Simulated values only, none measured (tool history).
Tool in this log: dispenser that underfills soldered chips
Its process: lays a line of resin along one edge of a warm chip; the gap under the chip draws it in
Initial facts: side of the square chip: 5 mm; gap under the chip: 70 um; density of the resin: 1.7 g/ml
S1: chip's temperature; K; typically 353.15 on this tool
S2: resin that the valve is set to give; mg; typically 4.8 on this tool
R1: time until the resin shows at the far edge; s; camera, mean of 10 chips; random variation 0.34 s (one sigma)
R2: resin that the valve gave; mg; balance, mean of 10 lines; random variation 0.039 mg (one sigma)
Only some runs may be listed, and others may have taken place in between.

Run 1, hour 0: usual settings. Result: R1 25.9 s, R2 4.71 mg.
Run 2, hour 2.1: usual settings. Result: R1 28 s, R2 4.61 mg.
At hour 4.1: new syringe of resin.
Run 3, hour 4.5: usual settings. Result: R1 15.3 s, R2 4.67 mg.
Run 4, hour 8.9: usual settings. Result: R1 18.6 s, R2 4.66 mg.
Run 5, hour 11.7: usual settings. Result: R1 20.8 s, R2 4.65 mg.
Run 6, hour 13.7: usual settings. Result: R1 21.6 s, R2 4.59 mg.
Run 7, hour 15.9: usual settings. Result: R1 24 s, R2 4.63 mg.
Run 8, hour 19.5: usual settings. Result: R1 28.3 s, R2 4.63 mg.
At hour 21.8: new syringe of resin.
Run 9, hour 24.3: usual settings but S2 5.25 mg. Result: R1 16 s, R2 5.07 mg.
Run 10, hour 27.2: usual settings but S2 5.25 mg. Result: R1 18.2 s, R2 5.08 mg.
Run 11, hour 31.1: usual settings but S2 5.25 mg. Result: R1 21.5 s, R2 4.97 mg.
Run 12, hour 34.9: usual settings but S2 5.18 mg. Result: R1 25.2 s, R2 4.95 mg.
Run 13, hour 37.2: usual settings but S2 5.18 mg. Result: R1 27.6 s, R2 4.96 mg.
At hour 39.7: new syringe of resin.
Run 14, hour 42: usual settings. Result: R1 16.9 s, R2 4.6 mg.
Run 15, hour 45.2: usual settings but S1 341.15 K. Result: R1 28.7 s, R2 4.52 mg.
Run 16, hour 49.9: usual settings but S2 4.59 mg. Result: R1 22.7 s, R2 4.32 mg.
Run 17, hour 53.5: usual settings but S1 360.15 K, S2 5.06 mg. Result: R1 20.3 s, R2 4.77 mg.
At hour 57.5: new syringe of resin.
Run 18, hour 57.5: usual settings but S1 366.15 K, S2 4.15 mg. Result: R1 10.1 s, R2 3.89 mg.
Run 19, hour 60: usual settings but S1 366.15 K, S2 4.15 mg. Result: R1 11.1 s, R2 3.9 mg.
Run 20, hour 63.9: usual settings but S1 347.15 K, S2 4.19 mg. Result: R1 24.2 s, R2 3.88 mg.
Run 21, hour 68.1: usual settings but S1 347.15 K, S2 4.19 mg. Result: R1 29.9 s, R2 3.88 mg.
Run 22, hour 71.6: usual settings but S1 347.15 K, S2 4.19 mg. Result: R1 34.2 s, R2 3.91 mg.
Run 23, hour 73.7: usual settings but S1 342.15 K, S2 5.21 mg. Result: R1 42.2 s, R2 4.87 mg.
At hour 75.3: new syringe of resin.
Run 24, hour 78.5: usual settings but S1 345.15 K, S2 5.45 mg. Result: R1 22.7 s, R2 5.03 mg.
Run 25, hour 83: usual settings but S1 338.15 K, S2 5.45 mg. Result: R1 35.3 s, R2 5.06 mg.
Run 26, hour 85.4: usual settings but S1 338.15 K, S2 5.45 mg. Result: R1 38.4 s, R2 5.02 mg.
Run 27, hour 88.9: usual settings but S1 351.15 K, S2 5.45 mg. Result: R1 27.2 s, R2 5 mg.

Run 28 is up next; what results do you expect?
At hour 93.1: new syringe of resin.
Run 28, hour 93.6: usual settings but S1 351.15 K, S2 5.45 mg. Result: R1 ?, R2 ?.

{"run 28": {"R1": 16.3, "R2": 5}}
Minus the tool's unlogged condition, the same run would have read R1 16.1 s, R2 5.44 mg.

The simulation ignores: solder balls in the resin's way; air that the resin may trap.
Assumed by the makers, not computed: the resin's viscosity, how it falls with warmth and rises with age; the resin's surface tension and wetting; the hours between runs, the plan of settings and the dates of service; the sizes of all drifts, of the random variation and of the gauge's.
